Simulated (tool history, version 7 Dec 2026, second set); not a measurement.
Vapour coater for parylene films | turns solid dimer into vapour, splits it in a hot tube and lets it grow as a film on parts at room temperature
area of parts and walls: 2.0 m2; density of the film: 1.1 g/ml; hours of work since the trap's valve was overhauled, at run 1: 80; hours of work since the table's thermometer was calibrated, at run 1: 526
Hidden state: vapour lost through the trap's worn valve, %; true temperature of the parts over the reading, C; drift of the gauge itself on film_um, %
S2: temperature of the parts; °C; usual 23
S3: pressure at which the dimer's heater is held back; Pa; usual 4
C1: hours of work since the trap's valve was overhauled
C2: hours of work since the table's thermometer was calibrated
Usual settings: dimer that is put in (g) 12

run 1 hour=0 | dimer_that_is_put_in_(g)=12 S2=23 S3=4 | C1=80 C2=526 | thickness_of_the_film_(µm)=2.7
run 2 hour=27.8 | dimer_that_is_put_in_(g)=12 S2=23 S3=4 | C1=99 C2=545 | thickness_of_the_film_(µm)=2.66
run 3 hour=56.7 | dimer_that_is_put_in_(g)=12 S2=23 S3=4 | C1=119 C2=564 | thickness_of_the_film_(µm)=2.63
run 4 hour=100.5 | dimer_that_is_put_in_(g)=12 S2=23 S3=4 | C1=149 C2=594 | thickness_of_the_film_(µm)=2.6
run 5 hour=130.9 | dimer_that_is_put_in_(g)=12 S2=23 S3=4 | C1=170 C2=615 | thickness_of_the_film_(µm)=2.61
run 6 hour=162.5 | dimer_that_is_put_in_(g)=12 S2=22 S3=4 | C1=191 C2=637 | thickness_of_the_film_(µm)=2.61
run 7 hour=192.6 | dimer_that_is_put_in_(g)=12 S2=22 S3=4 | C1=212 C2=657 | thickness_of_the_film_(µm)=2.58
run 8 hour=215.1 | dimer_that_is_put_in_(g)=12 S2=22 S3=4 | C1=227 C2=673 | thickness_of_the_film_(µm)=2.6
run 9 hour=260.8 | dimer_that_is_put_in_(g)=12 S2=22 S3=4 | C1=259 C2=704 | thickness_of_the_film_(µm)=2.63
run 10 hour=308.3 | dimer_that_is_put_in_(g)=12 S2=23 S3=4 | C1=291 C2=736 | thickness_of_the_film_(µm)=2.58
run 11 hour=346.8 | dimer_that_is_put_in_(g)=12 S2=26 S3=4 | C1=317 C2=763 | thickness_of_the_film_(µm)=2.33
run 12 hour=388.6 | dimer_that_is_put_in_(g)=12 S2=26 S3=11.11 | C1=346 C2=791 | thickness_of_the_film_(µm)=1.91
run 13 hour=431.5 | dimer_that_is_put_in_(g)=12 S2=26 S3=2.72 | C1=375 C2=821 | thickness_of_the_film_(µm)=2.59
run 14 hour=455.1 | dimer_that_is_put_in_(g)=12 S2=26 S3=2.72 | C1=391 C2=837 | thickness_of_the_film_(µm)=2.61
run 15 hour=497.6 | dimer_that_is_put_in_(g)=12 S2=23 S3=4 | C1=420 C2=866 | thickness_of_the_film_(µm)=2.46
run 16 hour=525.1 | dimer_that_is_put_in_(g)=12 S2=23 S3=4 | C1=439 C2=885 | thickness_of_the_film_(µm)=2.49
run 17 hour=563.1 | dimer_that_is_put_in_(g)=12 S2=23 S3=4 | C1=465 C2=910 | thickness_of_the_film_(µm)=2.42
run 18 hour=598.4 | dimer_that_is_put_in_(g)=12 S2=23 S3=4 | C1=489 C2=935 | thickness_of_the_film_(µm)=2.46
run 19 hour=632 | dimer_that_is_put_in_(g)=12 S2=23 S3=4 | C1=512 C2=958 | thickness_of_the_film_(µm)=2.45
run 20 hour=668.7 | dimer_that_is_put_in_(g)=12 S2=23 S3=4 | C1=537 C2=983 | thickness_of_the_film_(µm)=2.43
-- hour=709.9 trap's valve overhauled
run 21 hour=723 | dimer_that_is_put_in_(g)=12 S2=23 S3=4 | C1=9 C2=1017 | thickness_of_the_film_(µm)=2.7
run 22 hour=769.8 | dimer_that_is_put_in_(g)=12 S2=23 S3=4 | C1=41 C2=1049 | thickness_of_the_film_(µm)=2.7
run 23 hour=803.9 | dimer_that_is_put_in_(g)=12 S2=23 S3=4 | C1=64 C2=1072 | thickness_of_the_film_(µm)=2.71
run 24 hour=831.8 | dimer_that_is_put_in_(g)=12 S2=23 S3=4 | C1=83 C2=1091 | thickness_of_the_film_(µm)=2.69
run 25 hour=884.1 | dimer_that_is_put_in_(g)=12 S2=23 S3=4 | C1=119 C2=1127 | thickness_of_the_film_(µm)=2.65
run 26 hour=922 | dimer_that_is_put_in_(g)=12 S2=23 S3=4 | C1=145 C2=1153 | thickness_of_the_film_(µm)=2.65
run 27 hour=967.2 | dimer_that_is_put_in_(g)=12 S2=24 S3=11.85 | C1=176 C2=1184 | thickness_of_the_film_(µm)=2.05
run 28 hour=1010.2 | dimer_that_is_put_in_(g)=6 S2=23 S3=4.58 | C1=205 C2=1213 | thickness_of_the_film_(µm)=1.26
run 29 hour=1051 | dimer_that_is_put_in_(g)=6 S2=23 S3=4.58 | C1=233 C2=1241 | thickness_of_the_film_(µm)=1.27
run 30 hour=1078.9 | dimer_that_is_put_in_(g)=19 S2=34 S3=3.36 | C1=252 C2=1260 | thickness_of_the_film_(µm)=3.47
run 31 hour=1122.7 | dimer_that_is_put_in_(g)=9 S2=31 S3=7.01 | C1=282 C2=1290 | thickness_of_the_film_(µm)=1.45
-- hour=1136.6 table's thermometer calibrated
run 32 hour=1152.7 | dimer_that_is_put_in_(g)=8 S2=22 S3=8.61 | C1=302 C2=11 | thickness_of_the_film_(µm)=1.44
run 33 hour=1205.5 | dimer_that_is_put_in_(g)=21 S2=24 S3=5.43 | C1=338 C2=47 | thickness_of_the_film_(µm)=4
run 34 hour=1232.7 | dimer_that_is_put_in_(g)=21 S2=24 S3=5.43 | C1=357 C2=66 | thickness_of_the_film_(µm)=4.02
run 35 hour=1260.1 | dimer_that_is_put_in_(g)=7 S2=23 S3=11.76 | C1=375 C2=84 | thickness_of_the_film_(µm)=1.16
run 36 hour=1309.3 | dimer_that_is_put_in_(g)=12 S2=18 S3=6.44 | C1=409 C2=118 | thickness_of_the_film_(µm)=2.46
run 37 hour=1357.7 | dimer_that_is_put_in_(g)=8 S2=23 S3=4 | C1=442 C2=151 | thickness_of_the_film_(µm)=1.62
run 38 hour=1387 | dimer_that_is_put_in_(g)=10 S2=23 S3=2.29 | C1=462 C2=171 | thickness_of_the_film_(µm)=2.29
run 39 hour=1420.6 | dimer_that_is_put_in_(g)=10 S2=26 S3=4 | C1=485 C2=194 | thickness_of_the_film_(µm)=1.92
run 40 hour=1445.3 | dimer_that_is_put_in_(g)=9 S2=34 S3=4 | C1=502 C2=211 | thickness_of_the_film_(µm)=1.46

The next listed run, before its measurement:
run 41 hour=1476.5 | dimer_that_is_put_in_(g)=10 S2=34 S3=4.48 | C1=523 C2=232 | thickness_of_the_film_(µm)=?

Run 41 gave thickness of the film (µm) 1.5.
Without the tool's hidden state the same run would have given thickness of the film (µm) 1.7.
